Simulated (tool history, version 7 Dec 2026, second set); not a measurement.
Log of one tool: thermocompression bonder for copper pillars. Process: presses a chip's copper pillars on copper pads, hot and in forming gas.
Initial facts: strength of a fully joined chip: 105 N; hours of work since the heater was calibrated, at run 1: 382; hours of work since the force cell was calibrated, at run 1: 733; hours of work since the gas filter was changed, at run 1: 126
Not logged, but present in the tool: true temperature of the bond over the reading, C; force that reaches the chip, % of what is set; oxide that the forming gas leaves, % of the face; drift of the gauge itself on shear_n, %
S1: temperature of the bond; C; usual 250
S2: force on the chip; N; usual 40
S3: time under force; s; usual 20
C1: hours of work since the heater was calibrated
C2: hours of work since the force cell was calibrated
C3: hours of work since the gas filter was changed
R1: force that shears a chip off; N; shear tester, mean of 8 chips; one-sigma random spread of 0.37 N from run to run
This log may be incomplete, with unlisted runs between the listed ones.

run 1 day=0.000 | S1=250 S2=40 S3=20 | C1=382 C2=733 C3=126 | R1=48.5
-- day=0.708 force cell calibrated
run 2 day=0.933 | S1=250 S2=28 S3=20 | C1=395 C2=3 C3=139 | R1=37.2
run 3 day=1.908 | S1=250 S2=28 S3=20 | C1=410 C2=18 C3=153 | R1=36.7
run 4 day=2.538 | S1=250 S2=28 S3=20 | C1=419 C2=27 C3=162 | R1=36.0
run 5 day=3.438 | S1=250 S2=28 S3=31 | C1=432 C2=41 C3=176 | R1=42.5
run 6 day=4.292 | S1=271 S2=40 S3=20 | C1=445 C2=53 C3=189 | R1=60.5
-- day=4.700 forming gas filter changed
run 7 day=4.917 | S1=228 S2=40 S3=20 | C1=454 C2=62 C3=3 | R1=41.5
run 8 day=5.579 | S1=228 S2=40 S3=20 | C1=464 C2=72 C3=13 | R1=42.5
run 9 day=6.267 | S1=228 S2=40 S3=20 | C1=474 C2=82 C3=23 | R1=41.8
run 10 day=7.104 | S1=228 S2=40 S3=20 | C1=487 C2=95 C3=36 | R1=41.4
run 11 day=7.517 | S1=250 S2=40 S3=37 | C1=493 C2=101 C3=42 | R1=64.1
run 12 day=8.467 | S1=250 S2=40 S3=20 | C1=507 C2=115 C3=56 | R1=52.1
run 13 day=9.012 | S1=250 S2=40 S3=20 | C1=515 C2=123 C3=64 | R1=52.4
run 14 day=9.821 | S1=250 S2=40 S3=20 | C1=527 C2=135 C3=76 | R1=52.4
run 15 day=10.446 | S1=250 S2=40 S3=20 | C1=536 C2=145 C3=85 | R1=51.9
run 16 day=11.383 | S1=250 S2=55 S3=20 | C1=550 C2=158 C3=99 | R1=65.3
run 17 day=11.896 | S1=250 S2=51 S3=20 | C1=558 C2=166 C3=107 | R1=61.7
run 18 day=12.775 | S1=273 S2=30 S3=20 | C1=571 C2=179 C3=120 | R1=49.5
run 19 day=13.542 | S1=268 S2=40 S3=20 | C1=582 C2=191 C3=131 | R1=59.2
run 20 day=14.200 | S1=250 S2=52 S3=20 | C1=592 C2=200 C3=141 | R1=62.6
run 21 day=15.154 | S1=274 S2=26 S3=13 | C1=606 C2=215 C3=155 | R1=36.3
run 22 day=15.950 | S1=274 S2=26 S3=13 | C1=618 C2=226 C3=167 | R1=36.8
run 23 day=16.508 | S1=274 S2=26 S3=13 | C1=627 C2=235 C3=176 | R1=36.5
run 24 day=17.292 | S1=274 S2=26 S3=13 | C1=638 C2=246 C3=187 | R1=36.4
-- day=17.783 forming gas filter changed
run 25 day=17.833 | S1=273 S2=43 S3=22 | C1=646 C2=254 C3=1 | R1=69.7

Describe how what the log doesn't record of the tool's condition differs between the last listed run preceding each entry between runs and the first listed run following it.
In the gap between runs 1 and 2: force cell calibrated (day 0.708)
  true temperature of the bond over the reading, C: 1.4 -> 1.5; force that reaches the chip, % of what is set: 93 -> 99.7; oxide that the forming gas leaves, % of the face: 4.53 -> 4.94
  measured less the result without the state, R1: -4.6 -> -1.2 N
In the gap between runs 6 and 7: forming gas filter changed (day 4.700)
  force that reaches the chip, % of what is set: 99.2 -> 99.1; oxide that the forming gas leaves, % of the face: 6.55 -> 0.72
  measured less the result without the state, R1: -3.4 -> +0.4 N
In the gap between runs 24 and 25: forming gas filter changed (day 17.783)
  oxide that the forming gas leaves, % of the face: 6.5 -> 0.59
  measured less the result without the state, R1: -2.3 -> -0.1 N
